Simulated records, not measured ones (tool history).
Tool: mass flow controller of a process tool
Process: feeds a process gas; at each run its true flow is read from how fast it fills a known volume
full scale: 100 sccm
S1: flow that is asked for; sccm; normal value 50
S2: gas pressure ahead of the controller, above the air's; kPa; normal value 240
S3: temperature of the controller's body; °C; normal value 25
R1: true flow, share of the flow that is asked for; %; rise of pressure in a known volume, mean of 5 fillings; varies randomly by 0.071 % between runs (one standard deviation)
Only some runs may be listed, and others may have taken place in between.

run	hour	S1	S2	S3	R1
1	0	50	240	25	96.77
2	258.8	50	240	25	96.41
3	531.8	50	240	25	96.15
4	1018.5	50	240	25	95.82
5	1562.5	50	240	25	99.1
6	1899.5	50	240	25	98.83
7	2404.4	50	143	25	98.02
8	2829.5	50	143	25	97.69
9	3109.1	50	240	25	97.76
10	3582.8	50	240	36	97
11	3927.2	50	240	31	96.92
12	4309.7	50	240	31	96.53
13	4618.1	13	240	25	92.79
14	5066.4	13	240	25	91.96
15	5573.9	13	240	25	91.08
16	5825.5	13	240	25	90.54
17	6185.8	50	240	25	95.57
18	6627.5	50	240	25	95.11
19	7111.8	50	240	25	96.62
20	7485.6	50	240	25	96.48
21	8017.3	50	240	22	96.08
22	8551.7	15	240	39	97.57
23	8916.8	50	154	25	98.44
24	9335.1	48	151	25	98.12
25	9659.3	50	192	21	98.28
26	9966.3	50	192	21	98.07
27	10460.8	13	240	25	94.78
28	10944.1	13	240	25	93.83
29	11213.3	18	253	28	94.51
30	11492.2	25	179	22	94.93
31	11848.9	25	179	22	94.55
32	12097.5	25	179	22	94.34
33	12452.7	34	163	37	94.01
34	12782.9	34	163	37	93.49
35	13000.7	64	218	29	95.82
36	13387.4	50	240	23	95.39
37	13714.4	41	240	21	94.58
38	14254.5	74	148	29	96.26
39	14561.2	50	219	22	96.51
40	14974	50	219	22	96
41	15450.4	85	165	36	99.2

Withheld: 5 entries from between the runs. Position of each, and hidden state at the listed run before versus the listed run after:
Runs 4 to 5: controller exchanged for a calibrated one (hour 1242.4)
  flow at rest that the sensor doesn't see, % of full scale: -0.238 -> -0.058; true flow over the shown one, %: -3.25 -> -0.24
  measured minus no-state result, R1: -3.72 -> -0.36 %
Runs 18 to 19: controller's zero set anew (hour 6969.6)
  flow at rest that the sensor doesn't see, % of full scale: -0.966 -> -0.06; true flow over the shown one, %: -2.51 -> -2.73
  measured minus no-state result, R1: -4.44 -> -2.84 %
Runs 21 to 22: controller exchanged for a calibrated one (hour 8296.2)
  flow at rest that the sensor doesn't see, % of full scale: -0.218 -> -0.072; true flow over the shown one, %: -3.14 -> -0.16
  measured minus no-state result, R1: -3.57 -> -0.65 %
Runs 37 to 38: controller's zero set anew (hour 14006.3)
  flow at rest that the sensor doesn't see, % of full scale: -1 -> -0.078; true flow over the shown one, %: -2.5 -> -2.74
  measured minus no-state result, R1: -4.95 -> -2.86 %
Runs 40 to 41: controller exchanged for a calibrated one (hour 15328.2)
  flow at rest that the sensor doesn't see, % of full scale: -0.202 -> -0.035; true flow over the shown one, %: -3.04 -> 0.2
  measured minus no-state result, R1: -3.44 -> +0.16 %
